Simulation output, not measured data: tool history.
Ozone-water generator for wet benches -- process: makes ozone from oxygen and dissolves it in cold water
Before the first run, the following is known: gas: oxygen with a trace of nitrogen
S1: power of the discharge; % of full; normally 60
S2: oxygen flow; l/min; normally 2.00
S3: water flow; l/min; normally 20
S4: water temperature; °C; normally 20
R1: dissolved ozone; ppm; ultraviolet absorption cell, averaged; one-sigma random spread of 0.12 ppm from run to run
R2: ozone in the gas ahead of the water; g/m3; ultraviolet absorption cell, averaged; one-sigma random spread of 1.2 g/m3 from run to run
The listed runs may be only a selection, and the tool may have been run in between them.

run,hour,S1,S2,S3,S4,R1,R2
1,0.0,60,2.00,20,20,9.9,207.2
2,64.9,60,2.00,20,20,9.8,207.3
3,155.5,60,2.00,30,20,6.1,207.7
4,230.7,60,2.00,20,20,10.1,208.9
5,328.3,60,2.00,20,20,10.0,207.3
6,391.5,60,2.00,20,20,9.9,208.9
7,467.8,60,2.00,20,20,10.0,205.1
8,561.6,60,2.00,20,20,9.9,208.0
9,664.1,60,2.00,20,20,9.6,205.2
10,745.4,60,2.00,20,20,9.8,208.1
11,817.4,60,2.00,20,20,9.9,205.9
12,922.3,60,2.00,20,20,9.8,206.1
13,1031.3,60,2.00,20,20,9.8,202.6
14,1130.4,60,2.00,20,20,9.7,204.2
15,1228.9,60,2.00,20,20,9.7,204.1
16,1286.9,60,2.00,20,20,9.6,201.0
17,1395.0,60,2.00,20,20,9.7,204.9
18,1507.3,60,2.00,20,20,9.5,204.0
19,1571.7,60,2.00,20,26,9.4,202.4
20,1640.3,60,2.00,20,26,9.2,204.0
21,1703.1,50,2.00,25,26,6.0,173.2
22,1799.2,51,2.49,25,26,6.3,155.7
23,1867.5,46,3.41,20,23,8.0,118.4
24,1945.6,60,2.85,20,14,10.6,166.7
25,2036.9,60,2.85,20,14,10.7,166.7
26,2142.1,60,2.85,20,14,10.6,167.4
27,2234.5,60,1.10,13,14,14.3,281.7
28,2335.0,60,1.10,13,14,14.2,280.2
29,2433.5,69,2.94,14,14,17.8,187.2
30,2496.9,69,1.68,14,15,16.0,251.6
31,2550.3,60,2.00,20,23,9.0,201.6
# hour 2616.9: contactor cleaned
32,2624.2,54,2.00,20,14,9.9,184.5
33,2669.8,53,2.93,20,19,10.0,146.4
34,2762.8,62,3.20,30,18,7.3,160.1

Predict each of these 3 candidate next runs independently; none follows another, all start after run 34:
A,2871.1,54,1.46,20,18,?,?
B,2871.1,70,2.00,13,20,?,?
C,2871.1,62,2.98,24,12,?,?

run,R1,R2
A,8.9,217.8
B,18.4,229.5
C,9.8,166.3
Without the tool's hidden state the same runs would have given:
run,R1,R2
A,9.3,225.9
B,19.5,240.8
C,10.3,173.5
